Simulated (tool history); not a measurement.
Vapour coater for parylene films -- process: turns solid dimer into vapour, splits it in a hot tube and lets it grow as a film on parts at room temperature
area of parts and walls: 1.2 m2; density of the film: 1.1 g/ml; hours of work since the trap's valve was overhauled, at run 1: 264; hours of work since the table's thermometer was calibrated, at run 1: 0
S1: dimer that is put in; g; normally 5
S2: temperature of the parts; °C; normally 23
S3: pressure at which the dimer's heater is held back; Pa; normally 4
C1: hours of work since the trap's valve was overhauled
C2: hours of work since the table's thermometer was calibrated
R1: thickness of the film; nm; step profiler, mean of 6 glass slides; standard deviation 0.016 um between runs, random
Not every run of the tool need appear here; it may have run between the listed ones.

run    hour  S1  S2    S3   C1    C2    R1
  1       0   5  23     4  264     0  2330
  2    64.5   5  23     4  322    58  2330
  3   104.2   5  23     4  357    93  2320
  4   135.1   5  23     4  385   121  2330
  5   197.6   5  23  6.11  441   177  2160
  6   249.1   5  23     4  487   223  2330
  7   284.8   5  23  9.73  519   255  1980
      317.4  -- trap's valve overhauled
  8   322.3   5  23  9.73    4   285  1970
  9   375.3   5  23  9.73   52   333  1960
 10   413.1   5  23  9.73   86   367  1980
 11   457.2   5  23     4  125   407  2340
 12   506.4   5  26     4  169   451  2050
 13   580.5   5  23     4  236   517  2350
 14   640.5   5  23     4  290   571  2340
 15   674.6   5  23     4  320   601  2350
 16   724.1   5  23     4  365   646  2320
 17   783.3   5  23     4  418   699  2320
 18   833.9   3  23     4  463   744  1390
 19   871.1   5  23     4  497   778  2320
        928  -- trap's valve overhauled
 20   947.1   4  23     4   17   842  1900
 21  1003.4   4  23     4   68   893  1880
 22  1072.4   4  23     4  130   955  1850
 23  1118.5   4  23     4  171   996  1850
 24  1153.3   4  23     4  202  1027  1860
 25    1211   6  23     4  254  1079  2800
 26  1250.4   9  23   5.4  289  1114  3950
 27  1282.3   9  23   5.4  318  1143  3970
 28    1315   4  23     4  347  1172  1870
 29  1382.1   4  23  7.59  407  1232  1650
 30    1454   4  26  7.37  472  1297  1470
 31  1521.7   8  21     4  532  1358  4050
     1538.9  -- trap's valve overhauled
 32  1584.8   8  29  4.84   41  1411  2840
 33  1645.1   8  29  3.68   95  1465  2970
 34  1682.3   5  23  3.14  129  1498  2420
 35  1721.4   5  23  3.14  164  1533  2390
 36  1783.3   3  33  5.48  219  1589   860
 37  1852.6   3  17  5.48  281  1651  1710
 38  1909.9   2  23     4  333  1702   940
 39  1974.7   5  23  3.16  391  1760  2420
 40  2022.8   5  26  2.49  434  1803  2210
 41  2077.5   2  26  5.46  483  1853   770
     2148.6  -- trap's valve overhauled
 42  2148.6   2  26  5.46    0  1913   790
     2209.4  -- table's thermometer calibrated
 43  2216.4   3  28  2.83   60     6  1220
 44  2290.7   8  16  5.93  127    73  4600
 45  2354.1   8  16  5.93  183   130  4650
 46  2415.7   8  16  5.93  239   185  4580
 47  2456.4   8  16  5.93  275   222  4580

What if the next run were any one of these 3? Each begins from the tool's condition after run 47:
  A  2501.1   5  23  6.67  315  262   ?
  B  2501.1   4  33  8.01  315  262   ?
  C  2501.1   7  16  5.93  315  262   ?

run    R1
  A  2110
  B  1110
  C  4020
Stripped of hidden state, with their random variation kept, the same runs would have yielded:
run    R1
  A  2110
  B  1110
  C  4020
